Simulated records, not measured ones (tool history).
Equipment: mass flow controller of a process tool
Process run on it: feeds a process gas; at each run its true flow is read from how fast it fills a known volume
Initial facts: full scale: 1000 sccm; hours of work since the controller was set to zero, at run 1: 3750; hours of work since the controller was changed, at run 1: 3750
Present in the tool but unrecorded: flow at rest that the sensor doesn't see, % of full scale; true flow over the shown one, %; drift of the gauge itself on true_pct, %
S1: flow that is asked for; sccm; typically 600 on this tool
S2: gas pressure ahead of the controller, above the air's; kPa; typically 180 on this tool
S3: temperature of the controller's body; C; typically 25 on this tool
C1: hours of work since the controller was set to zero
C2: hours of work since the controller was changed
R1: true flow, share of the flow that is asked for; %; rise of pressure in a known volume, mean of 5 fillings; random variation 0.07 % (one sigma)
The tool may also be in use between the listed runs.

run,hour,S1,S2,S3,C1,C2,R1
1,0.0,600,180,25,3750,3750,98.82
2,227.7,600,180,25,3857,3857,98.74
3,356.6,600,180,33,3918,3918,97.98
4,477.6,600,180,33,3975,3975,97.90
5,606.1,110,180,25,4035,4035,101.39
6,729.4,110,180,25,4093,4093,101.62
7,903.8,110,180,25,4175,4175,101.65
8,1046.9,110,180,38,4242,4242,100.47
9,1220.9,393,180,25,4324,4324,98.62
10,1444.2,393,180,25,4429,4429,98.59
11,1664.5,600,180,25,4532,4532,98.52
12,1831.3,600,180,25,4611,4611,98.56
13,2017.7,712,180,25,4698,4698,98.56
14,2203.6,712,180,25,4785,4785,98.58
15,2369.4,712,180,25,4863,4863,98.56
# hour 2380.4: controller's zero set anew
16,2483.8,712,180,25,49,4917,99.24
17,2648.0,712,180,25,126,4994,99.08
18,2874.3,712,180,25,232,5100,99.14
19,3098.0,600,143,25,337,5205,98.80
20,3262.5,600,180,25,414,5283,99.09
# hour 3274.2: controller's zero set anew, once more
21,3467.3,600,180,25,91,5379,97.35
22,3614.7,600,183,35,160,5448,96.50
23,3843.3,247,176,22,267,5555,97.25
24,4060.6,279,180,21,369,5657,97.28
25,4190.1,600,151,25,430,5718,97.16
26,4306.5,600,151,25,485,5773,97.08
27,4429.2,632,206,23,543,5830,97.82
28,4589.4,600,223,25,618,5906,97.51
# hour 4677.7: controller exchanged for a calibrated one
29,4746.6,187,172,30,32,32,98.06
30,4932.1,187,172,30,119,119,98.30
31,5093.9,337,173,36,195,195,97.77
32,5231.4,671,144,25,260,260,99.09
33,5325.2,600,158,23,304,304,99.19
34,5480.1,207,164,28,377,377,98.24
35,5621.6,821,157,23,443,443,99.59
36,5808.5,600,223,25,531,531,99.46
37,6006.0,600,254,24,624,624,99.80
38,6182.6,600,254,24,707,707,99.69
39,6388.2,600,254,24,803,803,99.62
40,6545.2,641,147,31,877,877,98.41
41,6738.5,270,267,23,968,968,99.48
42,6903.0,600,180,26,1045,1045,99.07

Hidden condition of the tool, last listed run before each entry between runs versus first listed run after:
From run 15 to run 16: controller's zero set anew (hour 2380.4)
  flow at rest that the sensor doesn't see, % of full scale: 0.595 -> 0.997; true flow over the shown one, %: -1.66 -> -1.68
  measured value less the no-hidden-state value, R1: -0.82 -> -0.28 %
From run 20 to run 21: controller's zero set anew, once more (hour 3274.2)
  flow at rest that the sensor doesn't see, % of full scale: 1.038 -> 0.059; true flow over the shown one, %: -1.83 -> -1.86
  measured value less the no-hidden-state value, R1: -0.10 -> -1.77 %
From run 28 to run 29: controller exchanged for a calibrated one (hour 4677.7)
  flow at rest that the sensor doesn't see, % of full scale: 0.117 -> 0.045; true flow over the shown one, %: -2.07 -> 0.03
  measured value less the no-hidden-state value, R1: -1.88 -> +0.26 %
